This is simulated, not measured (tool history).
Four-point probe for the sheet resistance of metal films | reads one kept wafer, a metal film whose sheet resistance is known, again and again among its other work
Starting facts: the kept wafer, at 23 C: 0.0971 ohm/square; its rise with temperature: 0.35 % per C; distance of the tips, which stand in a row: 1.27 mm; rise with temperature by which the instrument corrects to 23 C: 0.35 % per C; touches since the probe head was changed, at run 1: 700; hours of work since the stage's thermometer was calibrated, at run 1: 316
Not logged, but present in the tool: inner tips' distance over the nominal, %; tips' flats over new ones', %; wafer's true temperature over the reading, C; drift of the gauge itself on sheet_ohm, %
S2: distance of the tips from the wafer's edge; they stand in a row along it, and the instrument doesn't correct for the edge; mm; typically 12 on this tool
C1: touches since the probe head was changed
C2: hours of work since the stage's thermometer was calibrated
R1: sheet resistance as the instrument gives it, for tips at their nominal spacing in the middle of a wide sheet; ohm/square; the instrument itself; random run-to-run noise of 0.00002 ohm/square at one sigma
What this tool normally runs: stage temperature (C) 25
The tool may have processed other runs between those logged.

{"run": 1, "hour": 0.0, "stage temperature (C)": 25, "S2": 12, "C1": 700, "C2": 316, "R1": 0.097602}
{"run": 2, "hour": 19.5, "stage temperature (C)": 25, "S2": 12, "C1": 1209, "C2": 325, "R1": 0.09761}
{"run": 3, "hour": 43.2, "stage temperature (C)": 25, "S2": 10, "C1": 1826, "C2": 336, "R1": 0.097843}
{"run": 4, "hour": 62.9, "stage temperature (C)": 25, "S2": 10, "C1": 2338, "C2": 344, "R1": 0.097861}
{"run": 5, "hour": 92.5, "stage temperature (C)": 25, "S2": 10, "C1": 3111, "C2": 358, "R1": 0.097839}
{"run": 6, "hour": 124.4, "stage temperature (C)": 25, "S2": 12, "C1": 3940, "C2": 372, "R1": 0.09755}
{"run": 7, "hour": 142.2, "stage temperature (C)": 25, "S2": 12, "C1": 4405, "C2": 380, "R1": 0.097561}
{"run": 8, "hour": 168.7, "stage temperature (C)": 25, "S2": 12, "C1": 5096, "C2": 392, "R1": 0.097555}
{"run": 9, "hour": 196.8, "stage temperature (C)": 25, "S2": 12, "C1": 5828, "C2": 404, "R1": 0.097539}
{"run": 10, "hour": 223.3, "stage temperature (C)": 25, "S2": 12, "C1": 6517, "C2": 416, "R1": 0.097521}
{"run": 11, "hour": 254.2, "stage temperature (C)": 25, "S2": 21, "C1": 7323, "C2": 430, "R1": 0.097143}
{"run": 12, "hour": 279.6, "stage temperature (C)": 25, "S2": 12, "C1": 7986, "C2": 441, "R1": 0.097503}
{"run": 13, "hour": 300.8, "stage temperature (C)": 35, "S2": 12, "C1": 8538, "C2": 451, "R1": 0.097449}
{"run": 14, "hour": 323.2, "stage temperature (C)": 25, "S2": 12, "C1": 9121, "C2": 461, "R1": 0.097488}
{"run": 15, "hour": 351.8, "stage temperature (C)": 20, "S2": 15, "C1": 9865, "C2": 473, "R1": 0.097325}
{"run": 16, "hour": 372.9, "stage temperature (C)": 30, "S2": 18, "C1": 10415, "C2": 483, "R1": 0.097155}
{"run": 17, "hour": 393.9, "stage temperature (C)": 23, "S2": 19, "C1": 10963, "C2": 492, "R1": 0.097161}
{"run": 18, "hour": 412.9, "stage temperature (C)": 19, "S2": 7, "C1": 11458, "C2": 501, "R1": 0.098625}
{"run": 19, "hour": 430.5, "stage temperature (C)": 19, "S2": 7, "C1": 11918, "C2": 509, "R1": 0.098618}
{"run": 20, "hour": 454.5, "stage temperature (C)": 33, "S2": 12, "C1": 12541, "C2": 519, "R1": 0.097421}
{"run": 21, "hour": 473.0, "stage temperature (C)": 29, "S2": 9, "C1": 13024, "C2": 528, "R1": 0.097918}
{"run": 22, "hour": 502.6, "stage temperature (C)": 18, "S2": 24, "C1": 13794, "C2": 541, "R1": 0.097045}
{"run": 23, "hour": 522.1, "stage temperature (C)": 18, "S2": 6, "C1": 14302, "C2": 550, "R1": 0.099207}
{"run": 24, "hour": 547.5, "stage temperature (C)": 19, "S2": 51, "C1": 14966, "C2": 561, "R1": 0.096963}
{"run": 25, "hour": 565.3, "stage temperature (C)": 22, "S2": 15, "C1": 15429, "C2": 569, "R1": 0.09723}
{"run": 26, "hour": 590.6, "stage temperature (C)": 28, "S2": 36, "C1": 16089, "C2": 580, "R1": 0.096908}
{"run": 27, "hour": 608.1, "stage temperature (C)": 28, "S2": 36, "C1": 16545, "C2": 588, "R1": 0.0969}

Same runs, no hidden state in the tool, same run-to-run variation:
run=1 R1=0.097682
run=2 R1=0.097695
run=3 R1=0.097935
run=4 R1=0.097959
run=5 R1=0.097945
run=6 R1=0.097665
run=7 R1=0.097680
run=8 R1=0.097682
run=9 R1=0.097674
run=10 R1=0.097662
run=11 R1=0.097292
run=12 R1=0.097660
run=13 R1=0.097612
run=14 R1=0.097657
run=15 R1=0.097501
run=16 R1=0.097337
run=17 R1=0.097348
run=18 R1=0.098820
run=19 R1=0.098817
run=20 R1=0.097625
run=21 R1=0.098128
run=22 R1=0.097261
run=23 R1=0.099433
run=24 R1=0.097192
run=25 R1=0.097463
run=26 R1=0.097148
run=27 R1=0.097145

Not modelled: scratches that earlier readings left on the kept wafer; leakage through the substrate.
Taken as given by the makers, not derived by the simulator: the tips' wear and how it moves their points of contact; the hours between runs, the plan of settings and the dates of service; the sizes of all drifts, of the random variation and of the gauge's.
